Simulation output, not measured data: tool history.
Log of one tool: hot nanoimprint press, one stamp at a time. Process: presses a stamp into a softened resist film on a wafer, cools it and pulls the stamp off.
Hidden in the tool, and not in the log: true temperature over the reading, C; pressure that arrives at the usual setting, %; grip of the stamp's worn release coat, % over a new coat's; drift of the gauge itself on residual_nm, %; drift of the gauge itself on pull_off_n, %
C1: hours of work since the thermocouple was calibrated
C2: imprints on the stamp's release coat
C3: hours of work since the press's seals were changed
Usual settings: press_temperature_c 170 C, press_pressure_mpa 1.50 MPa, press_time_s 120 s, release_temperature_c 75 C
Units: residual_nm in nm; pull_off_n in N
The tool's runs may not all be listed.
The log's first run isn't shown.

Run 2, hour 26.2: usual settings but press_temperature_c 168 C; C1 254; C2 792; C3 47. Result: residual_nm 127.0 nm, pull_off_n 206 N.
Run 3, hour 47.1: usual settings but press_temperature_c 168 C; C1 270; C2 851; C3 63. Result: residual_nm 126.4 nm, pull_off_n 201 N.
Run 4, hour 71.4: usual settings; C1 288; C2 920; C3 81. Result: residual_nm 119.9 nm, pull_off_n 209 N.
Run 5, hour 89.4: usual settings; C1 302; C2 971; C3 95. Result: residual_nm 119.4 nm, pull_off_n 199 N.
Run 6, hour 123.7: usual settings; C1 328; C2 1069; C3 121. Result: residual_nm 119.5 nm, pull_off_n 198 N.
Run 7, hour 164.3: usual settings; C1 359; C2 1184; C3 152. Result: residual_nm 119.7 nm, pull_off_n 196 N.
Run 8, hour 188.2: usual settings; C1 377; C2 1252; C3 170. Result: residual_nm 120.9 nm, pull_off_n 201 N.
Run 9, hour 210.8: usual settings; C1 394; C2 1316; C3 187. Result: residual_nm 120.8 nm, pull_off_n 200 N.
Run 10, hour 248.5: usual settings; C1 423; C2 1423; C3 216. Result: residual_nm 120.8 nm, pull_off_n 210 N.
Run 11, hour 278.6: usual settings but press_temperature_c 164 C; C1 446; C2 1508; C3 239. Result: residual_nm 142.5 nm, pull_off_n 203 N.
Run 12, hour 308.4: usual settings but press_temperature_c 164 C; C1 468; C2 1593; C3 261. Result: residual_nm 142.4 nm, pull_off_n 202 N.
At hour 318.5: plate thermocouple calibrated.
Run 13, hour 343.5: usual settings but press_temperature_c 163 C; C1 19; C2 1684; C3 286. Result: residual_nm 146.2 nm, pull_off_n 213 N.
Run 14, hour 361.5: usual settings but press_temperature_c 163 C; C1 33; C2 1735; C3 299. Result: residual_nm 146.5 nm, pull_off_n 208 N.
Run 15, hour 383.7: usual settings; C1 50; C2 1798; C3 316. Result: residual_nm 120.7 nm, pull_off_n 209 N.
Run 16, hour 422.7: usual settings but press_pressure_mpa 1.78 MPa, press_time_s 149 s; C1 79; C2 1909; C3 346. Result: residual_nm 106.3 nm, pull_off_n 207 N.
Run 17, hour 441.2: usual settings but release_temperature_c 76 C; C1 93; C2 1961; C3 360. Result: residual_nm 121.0 nm, pull_off_n 205 N.
At hour 473.3: stamp cleaned and given a new release coat.
Run 18, hour 480.9: usual settings but press_temperature_c 160 C, press_time_s 133 s, release_temperature_c 76 C; C1 119; C2 22; C3 386. Result: residual_nm 154.3 nm, pull_off_n 208 N.
Run 19, hour 515.6: usual settings but press_temperature_c 160 C, press_time_s 133 s, release_temperature_c 76 C; C1 145; C2 121; C3 412. Result: residual_nm 154.5 nm, pull_off_n 204 N.
Run 20, hour 534.6: usual settings but press_temperature_c 160 C, press_time_s 71 s, release_temperature_c 76 C; C1 160; C2 174; C3 426. Result: residual_nm 173.1 nm, pull_off_n 202 N.
Run 21, hour 555.5: usual settings but press_temperature_c 168 C, press_pressure_mpa 1.64 MPa, press_time_s 71 s, release_temperature_c 78 C; C1 176; C2 234; C3 442. Result: residual_nm 145.3 nm, pull_off_n 196 N.
Run 22, hour 579.2: usual settings but press_temperature_c 168 C, press_pressure_mpa 1.64 MPa, press_time_s 71 s, release_temperature_c 78 C; C1 193; C2 301; C3 460. Result: residual_nm 145.5 nm, pull_off_n 195 N.
Run 23, hour 619.0: usual settings but press_temperature_c 164 C, release_temperature_c 76 C; C1 224; C2 414; C3 491. Result: residual_nm 143.9 nm, pull_off_n 204 N.

The next listed run, before its measurement:
Run 24, hour 645.8: usual settings but press_temperature_c 164 C, press_pressure_mpa 1.70 MPa, press_time_s 169 s, release_temperature_c 76 C; C1 244; C2 490; C3 511. Result: residual_nm ?, pull_off_n ?.

{"run 24": {"residual_nm": 126.9, "pull_off_n": 200}}
Without the tool's hidden state the same run would have given residual_nm 123.7 nm, pull_off_n 200 N.
